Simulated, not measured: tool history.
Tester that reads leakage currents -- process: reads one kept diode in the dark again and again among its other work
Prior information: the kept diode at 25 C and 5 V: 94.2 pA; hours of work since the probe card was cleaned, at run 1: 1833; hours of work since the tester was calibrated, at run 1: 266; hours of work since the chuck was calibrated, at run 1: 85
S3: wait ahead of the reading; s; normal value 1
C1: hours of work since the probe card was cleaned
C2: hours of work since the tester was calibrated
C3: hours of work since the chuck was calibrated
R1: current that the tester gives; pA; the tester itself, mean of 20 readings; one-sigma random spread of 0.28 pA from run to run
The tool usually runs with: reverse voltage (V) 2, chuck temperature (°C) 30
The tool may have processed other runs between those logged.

Run 1, day 0: usual settings; C1 1833; C2 266; C3 85. Result: R1 92.79 pA.
Run 2, day 3.288: usual settings but S3 1.02 s; C1 1865; C2 298; C3 117. Result: R1 93.4 pA.
Run 3, day 5.442: usual settings but S3 1.02 s; C1 1886; C2 319; C3 138. Result: R1 93.29 pA.
Run 4, day 7.408: usual settings but S3 1.02 s; C1 1905; C2 339; C3 157. Result: R1 93.31 pA.
Run 5, day 10.525: usual settings; C1 1936; C2 369; C3 188. Result: R1 93.78 pA.
Run 6, day 14.517: usual settings; C1 1975; C2 408; C3 227. Result: R1 93.74 pA.
Run 7, day 18.458: usual settings; C1 2013; C2 446; C3 265. Result: R1 94.66 pA.
Run 8, day 21.7: usual settings; C1 2045; C2 478; C3 297. Result: R1 94.71 pA.
Run 9, day 23.783: usual settings; C1 2065; C2 498; C3 317. Result: R1 94.19 pA.
Run 10, day 26.8: usual settings; C1 2094; C2 528; C3 346. Result: R1 94.66 pA.
Run 11, day 30.433: usual settings; C1 2130; C2 563; C3 382. Result: R1 95.9 pA.
Run 12, day 33.362: usual settings; C1 2158; C2 592; C3 410. Result: R1 96.31 pA.
Run 13, day 35.162: usual settings; C1 2176; C2 609; C3 428. Result: R1 96.02 pA.
Run 14, day 37.971: usual settings; C1 2203; C2 636; C3 455. Result: R1 96.83 pA.
Run 15, day 41.15: usual settings but reverse voltage (V) 3.39; C1 2234; C2 667; C3 486. Result: R1 126.94 pA.
Run 16, day 42.892: usual settings but S3 0.4 s; C1 2251; C2 684; C3 503. Result: R1 96.97 pA.
Run 17, day 44.579: usual settings but S3 0.4 s; C1 2268; C2 701; C3 520. Result: R1 97.41 pA.
Run 18, day 47.7: usual settings but S3 0.4 s; C1 2298; C2 731; C3 550. Result: R1 98.07 pA.
At day 50.583: chuck's temperature calibrated.
Run 19, day 51.667: usual settings but S3 0.4 s; C1 2336; C2 769; C3 11. Result: R1 93.15 pA.
Run 20, day 53.496: usual settings but S3 0.4 s; C1 2354; C2 787; C3 28. Result: R1 93.45 pA.
Run 21, day 55.746: usual settings but reverse voltage (V) 17.44, chuck temperature (°C) 23, S3 0.4 s; C1 2376; C2 809; C3 50. Result: R1 175.79 pA.
Run 22, day 57.617: usual settings but reverse voltage (V) 17.44, chuck temperature (°C) 21, S3 1.08 s; C1 2394; C2 827; C3 69. Result: R1 146.86 pA.
Run 23, day 59.912: usual settings but reverse voltage (V) 10.12, S3 1.08 s; C1 2416; C2 850; C3 91. Result: R1 222.09 pA.
Run 24, day 62.525: usual settings but reverse voltage (V) 9.58, chuck temperature (°C) 53, S3 3.72 s; C1 2442; C2 875; C3 116. Result: R1 1279.66 pA.
Run 25, day 66.417: usual settings but reverse voltage (V) 1.42, chuck temperature (°C) 53, S3 0.45 s; C1 2480; C2 913; C3 154. Result: R1 472.33 pA.
Run 26, day 70.542: usual settings but S3 0.7 s; C1 2520; C2 953; C3 195. Result: R1 94.86 pA.
Run 27, day 73.442: usual settings but chuck temperature (°C) 59, S3 6.65 s; C1 2548; C2 981; C3 223. Result: R1 877.42 pA.
Run 28, day 77.167: usual settings but chuck temperature (°C) 20, S3 2.21 s; C1 2584; C2 1018; C3 259. Result: R1 40.83 pA.
Run 29, day 80.062: usual settings but reverse voltage (V) 12.69, chuck temperature (°C) 41, S3 0.31 s; C1 2613; C2 1046; C3 287. Result: R1 614.8 pA.
Run 30, day 83.85: usual settings but reverse voltage (V) 12.69, chuck temperature (°C) 43, S3 0.56 s; C1 2649; C2 1083; C3 324. Result: R1 721.88 pA.
Run 31, day 86.896: usual settings but reverse voltage (V) 1.54, chuck temperature (°C) 54, S3 1.17 s; C1 2679; C2 1112; C3 354. Result: R1 541.2 pA.
Run 32, day 88.933: usual settings but reverse voltage (V) 7.2, chuck temperature (°C) 56, S3 3.9 s; C1 2699; C2 1132; C3 374. Result: R1 1389.34 pA.
Run 33, day 92.292: usual settings but reverse voltage (V) 5.89; C1 2732; C2 1165; C3 407. Result: R1 171.86 pA.
Run 34, day 94.208: usual settings but reverse voltage (V) 6.54, chuck temperature (°C) 22; C1 2750; C2 1184; C3 425. Result: R1 94.94 pA.
Run 35, day 95.967: usual settings but reverse voltage (V) 2.46, chuck temperature (°C) 46, S3 0.36 s; C1 2768; C2 1201; C3 442. Result: R1 385.49 pA.

Results per run with the tool's hidden condition removed, run-to-run variation unchanged:
Hidden conditions of the tool in this case: stray current of the dirty probe card, pA a volt; current scale over the true one, %; true chuck temperature over the reading, C; drift of the gauge itself on leakage_pa, %.
run       R1
  1    91.02
  2    91.29
  3    90.98
  4    90.83
  5    91.01
  6    90.61
  7    91.13
  8    90.89
  9    90.19
 10    90.36
 11    91.23
 12    91.36
 13     90.9
 14    91.45
 15   118.86
 16    91.18
 17    91.44
 18    91.79
 19    91.37
 20    91.51
 21   158.45
 22   129.17
 23   210.76
 24  1260.58
 25   465.87
 26     91.3
 27   861.45
 28    37.79
 29   587.35
 30   689.36
 31   524.88
 32  1342.18
 33   159.27
 34    84.06
 35    368.9

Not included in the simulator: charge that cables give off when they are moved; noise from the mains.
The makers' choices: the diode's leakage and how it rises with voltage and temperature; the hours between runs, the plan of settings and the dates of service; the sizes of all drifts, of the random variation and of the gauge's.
